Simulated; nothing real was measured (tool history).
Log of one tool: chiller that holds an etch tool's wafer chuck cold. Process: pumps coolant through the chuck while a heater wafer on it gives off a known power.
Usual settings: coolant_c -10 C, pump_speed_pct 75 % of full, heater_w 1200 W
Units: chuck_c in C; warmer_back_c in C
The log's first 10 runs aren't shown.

run,day,coolant_c,pump_speed_pct,heater_w,chuck_c,warmer_back_c
11,23.312,-4,75,1200,6.6,4.48
12,26.192,-4,63,1200,7.85,5.4
13,28.3,-4,63,1200,7.9,5.37
14,29.671,-4,63,1200,7.93,5.28
15,31.625,-10,75,1200,0.78,4.51
16,33.875,-10,75,1200,0.7,4.46
17,35.133,-10,75,1200,0.66,4.48
18,37.988,-10,75,1200,0.74,4.49
19,40.025,-2,60,686,5.05,3.26
20,41.967,-2,60,686,4.91,3.24
21,44.417,-3,62,1113,8.11,5.04
22,46.292,-3,62,1113,8.26,5.04
23,47.942,-10,62,781,-2.15,3.56
24,50.683,-11,82,1031,-2.21,3.48
25,53.562,-11,82,1031,-2.23,3.51
26,55.362,-11,82,1031,-2.07,3.51
27,57.825,-2,69,1031,7.76,4.2
28,59.304,-7,84,851,0.36,2.83
29,60.562,-7,84,851,0.26,2.86

Forecast run 30:
30,62.388,-13,75,1200,?,?

chuck_c: -2.17 C
warmer_back_c: 4.49 C
Without the tool's hidden state the same run would have given chuck_c -2.46 C, warmer_back_c 4.49 C.
